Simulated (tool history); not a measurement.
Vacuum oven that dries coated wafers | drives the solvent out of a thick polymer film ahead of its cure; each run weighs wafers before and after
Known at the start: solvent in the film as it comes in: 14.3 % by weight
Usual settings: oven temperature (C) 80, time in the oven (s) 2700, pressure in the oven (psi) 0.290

Run 1, hour 0.0: usual settings. Result: solvent left in the film (%) 1.03.
Run 2, hour 12.9: usual settings. Result: solvent left in the film (%) 1.00.
Run 3, hour 37.3: usual settings. Result: solvent left in the film (%) 0.95.
Run 4, hour 57.1: usual settings. Result: solvent left in the film (%) 1.03.
Run 5, hour 88.3: usual settings but oven temperature (C) 89. Result: solvent left in the film (%) 0.49.
Run 6, hour 106.1: usual settings but oven temperature (C) 89. Result: solvent left in the film (%) 0.55.
Run 7, hour 125.8: usual settings but oven temperature (C) 89. Result: solvent left in the film (%) 0.48.
Run 8, hour 155.2: usual settings but oven temperature (C) 89. Result: solvent left in the film (%) 0.53.
Run 9, hour 170.3: usual settings but oven temperature (C) 89. Result: solvent left in the film (%) 0.50.
Run 10, hour 202.0: usual settings but oven temperature (C) 89. Result: solvent left in the film (%) 0.53.
Run 11, hour 223.1: usual settings but oven temperature (C) 89. Result: solvent left in the film (%) 0.54.
Run 12, hour 248.2: usual settings but pressure in the oven (psi) 0.183. Result: solvent left in the film (%) 0.83.
Run 13, hour 268.3: usual settings but time in the oven (s) 1860. Result: solvent left in the film (%) 1.83.
Run 14, hour 283.4: usual settings but pressure in the oven (psi) 0.857. Result: solvent left in the film (%) 2.05.
Run 15, hour 302.8: usual settings but pressure in the oven (psi) 0.857. Result: solvent left in the film (%) 2.08.
Run 16, hour 316.5: usual settings but pressure in the oven (psi) 0.857. Result: solvent left in the film (%) 2.10.
Run 17, hour 335.2: usual settings but time in the oven (s) 2880. Result: solvent left in the film (%) 0.96.
Run 18, hour 364.3: usual settings but time in the oven (s) 2880. Result: solvent left in the film (%) 0.95.
Run 19, hour 380.9: usual settings but time in the oven (s) 2880, pressure in the oven (psi) 0.239. Result: solvent left in the film (%) 0.84.
Run 20, hour 402.3: usual settings. Result: solvent left in the film (%) 1.03.
Run 21, hour 419.2: usual settings. Result: solvent left in the film (%) 1.03.
Run 22, hour 443.0: usual settings but pressure in the oven (psi) 1.125. Result: solvent left in the film (%) 2.62.
Run 23, hour 465.8: usual settings but pressure in the oven (psi) 1.125. Result: solvent left in the film (%) 2.58.
Run 24, hour 491.5: usual settings. Result: solvent left in the film (%) 1.07.
Run 25, hour 518.9: usual settings but oven temperature (C) 69, pressure in the oven (psi) 0.847. Result: solvent left in the film (%) 3.95.
Run 26, hour 546.7: usual settings but oven temperature (C) 65, time in the oven (s) 4680, pressure in the oven (psi) 0.605. Result: solvent left in the film (%) 2.90.
Run 27, hour 562.0: usual settings but oven temperature (C) 65, time in the oven (s) 4680, pressure in the oven (psi) 0.605. Result: solvent left in the film (%) 2.92.
Run 28, hour 579.3: usual settings but oven temperature (C) 92, time in the oven (s) 4680, pressure in the oven (psi) 0.515. Result: solvent left in the film (%) 0.64.
Run 29, hour 596.6: usual settings but oven temperature (C) 87, time in the oven (s) 2340, pressure in the oven (psi) 0.165. Result: solvent left in the film (%) 0.56.
Run 30, hour 609.5: usual settings but oven temperature (C) 70. Result: solvent left in the film (%) 2.34.
Run 31, hour 640.7: usual settings but time in the oven (s) 4080, pressure in the oven (psi) 0.453. Result: solvent left in the film (%) 0.99.
Run 32, hour 667.6: usual settings but oven temperature (C) 76, time in the oven (s) 2880, pressure in the oven (psi) 0.863. Result: solvent left in the film (%) 2.57.
Run 33, hour 691.5: usual settings but oven temperature (C) 76, time in the oven (s) 4620, pressure in the oven (psi) 0.255. Result: solvent left in the film (%) 0.79.
Run 34, hour 713.0: usual settings but oven temperature (C) 76, time in the oven (s) 1500, pressure in the oven (psi) 0.223. Result: solvent left in the film (%) 3.14.
Run 35, hour 735.7: usual settings but oven temperature (C) 68, time in the oven (s) 4620, pressure in the oven (psi) 0.435. Result: solvent left in the film (%) 1.96.
Run 36, hour 758.4: usual settings but oven temperature (C) 68, time in the oven (s) 4620, pressure in the oven (psi) 0.435. Result: solvent left in the film (%) 1.97.
Run 37, hour 774.5: usual settings but oven temperature (C) 65, time in the oven (s) 1800, pressure in the oven (psi) 0.265. Result: solvent left in the film (%) 4.77.
Run 38, hour 806.4: usual settings but oven temperature (C) 65, time in the oven (s) 2520, pressure in the oven (psi) 0.276. Result: solvent left in the film (%) 3.51.
Run 39, hour 830.6: usual settings but oven temperature (C) 65, time in the oven (s) 2520, pressure in the oven (psi) 0.276. Result: solvent left in the film (%) 3.51.
Run 40, hour 856.3: usual settings but oven temperature (C) 65, time in the oven (s) 2520, pressure in the oven (psi) 0.276. Result: solvent left in the film (%) 3.58.

Run 41 comes next. What will it give?
Run 41, hour 882.2: usual settings but oven temperature (C) 65, time in the oven (s) 2520, pressure in the oven (psi) 0.276. Result: solvent left in the film (%) ?.

{"run 41": {"solvent left in the film (%)": 3.54}}
Without the tool's hidden state the same run would have given solvent left in the film (%) 3.30.

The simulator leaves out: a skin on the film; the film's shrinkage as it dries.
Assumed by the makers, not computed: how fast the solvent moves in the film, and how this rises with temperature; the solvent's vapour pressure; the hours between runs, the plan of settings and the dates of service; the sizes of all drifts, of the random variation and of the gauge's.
